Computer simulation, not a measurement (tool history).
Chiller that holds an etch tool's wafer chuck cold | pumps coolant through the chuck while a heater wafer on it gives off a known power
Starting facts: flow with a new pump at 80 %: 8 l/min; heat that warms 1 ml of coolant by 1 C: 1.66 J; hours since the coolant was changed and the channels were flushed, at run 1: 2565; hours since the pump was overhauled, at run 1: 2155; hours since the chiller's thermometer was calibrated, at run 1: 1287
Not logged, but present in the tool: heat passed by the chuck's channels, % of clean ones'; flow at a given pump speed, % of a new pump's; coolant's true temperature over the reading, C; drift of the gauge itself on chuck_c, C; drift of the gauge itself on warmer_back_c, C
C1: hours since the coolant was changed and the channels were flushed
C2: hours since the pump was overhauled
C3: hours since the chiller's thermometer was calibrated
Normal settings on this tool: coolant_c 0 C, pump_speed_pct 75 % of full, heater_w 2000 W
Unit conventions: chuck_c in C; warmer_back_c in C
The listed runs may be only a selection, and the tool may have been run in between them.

run 1 hour=0 | coolant_c=0 pump_speed_pct=75 heater_w=2000 | C1=2565 C2=2155 C3=1287 | chuck_c=17.2 warmer_back_c=10.04
run 2 hour=35.2 | coolant_c=0 pump_speed_pct=75 heater_w=2000 | C1=2600 C2=2191 C3=1322 | chuck_c=17.2 warmer_back_c=10.08
run 3 hour=77.1 | coolant_c=0 pump_speed_pct=75 heater_w=2000 | C1=2642 C2=2232 C3=1364 | chuck_c=17.3 warmer_back_c=10.04
run 4 hour=116.5 | coolant_c=5 pump_speed_pct=75 heater_w=2000 | C1=2681 C2=2272 C3=1404 | chuck_c=22.2 warmer_back_c=10.07
run 5 hour=158.5 | coolant_c=5 pump_speed_pct=75 heater_w=2000 | C1=2723 C2=2314 C3=1446 | chuck_c=22.3 warmer_back_c=10.05
run 6 hour=183.5 | coolant_c=5 pump_speed_pct=75 heater_w=2000 | C1=2748 C2=2339 C3=1471 | chuck_c=22.2 warmer_back_c=10.03
run 7 hour=241.3 | coolant_c=5 pump_speed_pct=75 heater_w=2000 | C1=2806 C2=2397 C3=1529 | chuck_c=22.3 warmer_back_c=10.06
run 8 hour=275.5 | coolant_c=5 pump_speed_pct=82 heater_w=2000 | C1=2840 C2=2431 C3=1563 | chuck_c=21.1 warmer_back_c=9.05
run 9 hour=334.2 | coolant_c=5 pump_speed_pct=77 heater_w=2000 | C1=2899 C2=2490 C3=1621 | chuck_c=21.9 warmer_back_c=9.75
run 10 hour=379.4 | coolant_c=5 pump_speed_pct=77 heater_w=2000 | C1=2944 C2=2535 C3=1667 | chuck_c=21.9 warmer_back_c=9.66
run 11 hour=420.7 | coolant_c=5 pump_speed_pct=77 heater_w=2000 | C1=2985 C2=2576 C3=1708 | chuck_c=21.9 warmer_back_c=9.78
run 12 hour=462 | coolant_c=0 pump_speed_pct=75 heater_w=1465 | C1=3027 C2=2617 C3=1749 | chuck_c=12.9 warmer_back_c=7.37
run 13 hour=515.6 | coolant_c=0 pump_speed_pct=75 heater_w=2000 | C1=3080 C2=2671 C3=1803 | chuck_c=17.2 warmer_back_c=10.17
run 14 hour=546.9 | coolant_c=0 pump_speed_pct=75 heater_w=2000 | C1=3112 C2=2702 C3=1834 | chuck_c=17.6 warmer_back_c=10.12
run 15 hour=593.1 | coolant_c=0 pump_speed_pct=81 heater_w=2000 | C1=3158 C2=2748 C3=1880 | chuck_c=16.3 warmer_back_c=9.26
run 16 hour=633.4 | coolant_c=0 pump_speed_pct=75 heater_w=1304 | C1=3198 C2=2789 C3=1921 | chuck_c=11.6 warmer_back_c=6.56
run 17 hour=675.4 | coolant_c=-7 pump_speed_pct=73 heater_w=1486 | C1=3240 C2=2831 C3=1963 | chuck_c=6.3 warmer_back_c=7.75
run 18 hour=729.5 | coolant_c=7 pump_speed_pct=80 heater_w=2044 | C1=3294 C2=2885 C3=2017 | chuck_c=23.9 warmer_back_c=9.64
run 19 hour=772.8 | coolant_c=0 pump_speed_pct=75 heater_w=2899 | C1=3338 C2=2928 C3=2060 | chuck_c=25.4 warmer_back_c=14.63
run 20 hour=832 | coolant_c=-4 pump_speed_pct=99 heater_w=1330 | C1=3397 C2=2987 C3=2119 | chuck_c=5.6 warmer_back_c=4.93
run 21 hour=878 | coolant_c=4 pump_speed_pct=71 heater_w=2710 | C1=3443 C2=3033 C3=2165 | chuck_c=28.9 warmer_back_c=14.68
run 22 hour=938.1 | coolant_c=9 pump_speed_pct=75 heater_w=1412 | C1=3503 C2=3093 C3=2225 | chuck_c=21.6 warmer_back_c=7.14
run 23 hour=986.9 | coolant_c=-1 pump_speed_pct=64 heater_w=1121 | C1=3552 C2=3142 C3=2274 | chuck_c=10.3 warmer_back_c=6.77
run 24 hour=1023.2 | coolant_c=-1 pump_speed_pct=64 heater_w=1121 | C1=3588 C2=3179 C3=2310 | chuck_c=10.4 warmer_back_c=6.78
run 25 hour=1074.8 | coolant_c=9 pump_speed_pct=70 heater_w=2000 | C1=3640 C2=3230 C3=2362 | chuck_c=27.9 warmer_back_c=10.96
run 26 hour=1110.3 | coolant_c=9 pump_speed_pct=70 heater_w=1540 | C1=3675 C2=3266 C3=2398 | chuck_c=23.5 warmer_back_c=8.43
run 27 hour=1136.9 | coolant_c=9 pump_speed_pct=70 heater_w=1540 | C1=3702 C2=3292 C3=2424 | chuck_c=23.6 warmer_back_c=8.46
run 28 hour=1171 | coolant_c=0 pump_speed_pct=75 heater_w=2658 | C1=3736 C2=3326 C3=2458 | chuck_c=23.7 warmer_back_c=13.43
run 29 hour=1203.7 | coolant_c=9 pump_speed_pct=75 heater_w=2658 | C1=3768 C2=3359 C3=2491 | chuck_c=32.6 warmer_back_c=13.51
run 30 hour=1244 | coolant_c=0 pump_speed_pct=75 heater_w=1674 | C1=3809 C2=3399 C3=2531 | chuck_c=15 warmer_back_c=8.51
run 31 hour=1303.8 | coolant_c=0 pump_speed_pct=67 heater_w=1061 | C1=3869 C2=3459 C3=2591 | chuck_c=10.4 warmer_back_c=6.16

4 ways to go on from here, each from the tool as it stands after run 31. What would each give?
run A hour=1345.9 | coolant_c=0 pump_speed_pct=75 heater_w=2000 | C1=3911 C2=3501 C3=2633 | chuck_c=? warmer_back_c=?
run B hour=1345.9 | coolant_c=0 pump_speed_pct=67 heater_w=1653 | C1=3911 C2=3501 C3=2633 | chuck_c=? warmer_back_c=?
run C hour=1345.9 | coolant_c=0 pump_speed_pct=75 heater_w=2268 | C1=3911 C2=3501 C3=2633 | chuck_c=? warmer_back_c=?
run D hour=1345.9 | coolant_c=0 pump_speed_pct=67 heater_w=1998 | C1=3911 C2=3501 C3=2633 | chuck_c=? warmer_back_c=?

run=A chuck_c=17.8 warmer_back_c=10.22
run=B chuck_c=16.3 warmer_back_c=9.61
run=C chuck_c=20.2 warmer_back_c=11.54
run=D chuck_c=19.6 warmer_back_c=11.58
With no hidden state in the tool, these same runs would have given:
run=A chuck_c=15.9 warmer_back_c=9.76
run=B chuck_c=14.6 warmer_back_c=9.19
run=C chuck_c=18.1 warmer_back_c=11.02
run=D chuck_c=17.5 warmer_back_c=11.06
